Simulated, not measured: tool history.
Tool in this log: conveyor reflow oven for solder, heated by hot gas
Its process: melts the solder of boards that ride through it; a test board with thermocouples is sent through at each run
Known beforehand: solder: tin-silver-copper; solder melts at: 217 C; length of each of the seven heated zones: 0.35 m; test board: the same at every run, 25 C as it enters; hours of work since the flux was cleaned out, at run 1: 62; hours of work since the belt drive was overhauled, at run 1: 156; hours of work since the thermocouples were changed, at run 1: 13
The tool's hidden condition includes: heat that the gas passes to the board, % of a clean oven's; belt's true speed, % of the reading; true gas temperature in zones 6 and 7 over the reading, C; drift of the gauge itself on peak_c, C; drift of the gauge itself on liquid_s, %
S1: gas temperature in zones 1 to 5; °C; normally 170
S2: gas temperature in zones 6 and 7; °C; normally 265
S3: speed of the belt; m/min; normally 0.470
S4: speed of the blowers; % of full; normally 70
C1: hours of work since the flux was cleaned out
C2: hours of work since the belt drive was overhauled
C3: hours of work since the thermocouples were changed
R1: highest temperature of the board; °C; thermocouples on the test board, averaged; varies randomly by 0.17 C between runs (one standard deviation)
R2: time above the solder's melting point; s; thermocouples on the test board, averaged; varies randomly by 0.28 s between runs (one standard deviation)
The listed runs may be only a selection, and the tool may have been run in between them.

run 1 hour=0.0 | S1=170 S2=265 S3=0.470 S4=70 | C1=62 C2=156 C3=13 | R1=248.7 R2=62.1
run 2 hour=5.5 | S1=170 S2=265 S3=0.470 S4=70 | C1=66 C2=160 C3=17 | R1=249.2 R2=62.3
run 3 hour=12.8 | S1=170 S2=265 S3=0.470 S4=62 | C1=72 C2=166 C3=23 | R1=247.3 R2=60.4
run 4 hour=22.2 | S1=170 S2=265 S3=0.470 S4=62 | C1=79 C2=174 C3=31 | R1=247.6 R2=60.8
run 5 hour=32.4 | S1=170 S2=265 S3=0.393 S4=70 | C1=87 C2=182 C3=39 | R1=254.1 R2=81.9
run 6 hour=44.7 | S1=170 S2=265 S3=0.393 S4=70 | C1=97 C2=191 C3=49 | R1=254.1 R2=81.8
run 7 hour=57.8 | S1=170 S2=265 S3=0.429 S4=70 | C1=108 C2=202 C3=59 | R1=251.9 R2=71.8
run 8 hour=67.3 | S1=170 S2=265 S3=0.470 S4=70 | C1=115 C2=209 C3=67 | R1=248.8 R2=62.4
run 9 hour=78.1 | S1=170 S2=265 S3=0.470 S4=70 | C1=124 C2=218 C3=75 | R1=248.6 R2=62.3
run 10 hour=84.7 | S1=170 S2=265 S3=0.470 S4=70 | C1=129 C2=223 C3=80 | R1=249.2 R2=61.8
run 11 hour=92.0 | S1=170 S2=265 S3=0.470 S4=70 | C1=135 C2=229 C3=86 | R1=249.0 R2=62.0
run 12 hour=98.8 | S1=170 S2=265 S3=0.470 S4=70 | C1=140 C2=235 C3=92 | R1=248.5 R2=62.9
run 13 hour=108.0 | S1=170 S2=266 S3=0.470 S4=70 | C1=148 C2=242 C3=99 | R1=249.6 R2=63.6
run 14 hour=120.1 | S1=170 S2=268 S3=0.477 S4=70 | C1=157 C2=252 C3=109 | R1=251.0 R2=63.0
-- hour=128.6 flux residue cleaned out of gas plates and filters
run 15 hour=133.7 | S1=165 S2=268 S3=0.477 S4=70 | C1=4 C2=258 C3=116 | R1=250.7 R2=60.9
run 16 hour=142.4 | S1=165 S2=277 S3=0.559 S4=70 | C1=11 C2=265 C3=122 | R1=251.8 R2=51.7
run 17 hour=149.7 | S1=158 S2=255 S3=0.443 S4=65 | C1=17 C2=271 C3=128 | R1=239.6 R2=51.6
run 18 hour=160.0 | S1=158 S2=255 S3=0.386 S4=65 | C1=25 C2=279 C3=136 | R1=243.6 R2=66.8
run 19 hour=170.0 | S1=169 S2=264 S3=0.488 S4=64 | C1=33 C2=287 C3=144 | R1=246.0 R2=57.0
run 20 hour=182.3 | S1=170 S2=276 S3=0.470 S4=57 | C1=43 C2=297 C3=154 | R1=256.4 R2=68.0
run 21 hour=191.3 | S1=158 S2=267 S3=0.512 S4=54 | C1=50 C2=304 C3=161 | R1=241.8 R2=44.8
run 22 hour=202.0 | S1=170 S2=265 S3=0.470 S4=75 | C1=58 C2=313 C3=170 | R1=249.8 R2=64.2
run 23 hour=208.2 | S1=165 S2=272 S3=0.470 S4=56 | C1=63 C2=318 C3=175 | R1=251.5 R2=62.0

Consider 4 possible next runs. They are alternatives, not a sequence: every one starts from the tool as it was left by run 23. What does each give?
run A hour=217.7 | S1=165 S2=272 S3=0.512 S4=56 | C1=71 C2=325 C3=182 | R1=? R2=?
run B hour=217.7 | S1=157 S2=269 S3=0.470 S4=72 | C1=71 C2=325 C3=182 | R1=? R2=?
run C hour=217.7 | S1=165 S2=272 S3=0.470 S4=50 | C1=71 C2=325 C3=182 | R1=? R2=?
run D hour=217.7 | S1=170 S2=266 S3=0.455 S4=70 | C1=71 C2=325 C3=182 | R1=? R2=?

run=A R1=247.9 R2=53.4
run=B R1=250.9 R2=59.2
run=C R1=250.2 R2=60.4
run=D R1=251.2 R2=66.7
What these runs would have given with no unlogged condition in the tool:
run=A R1=247.5 R2=52.6
run=B R1=250.4 R2=58.5
run=C R1=249.7 R2=59.5
run=D R1=250.7 R2=65.9
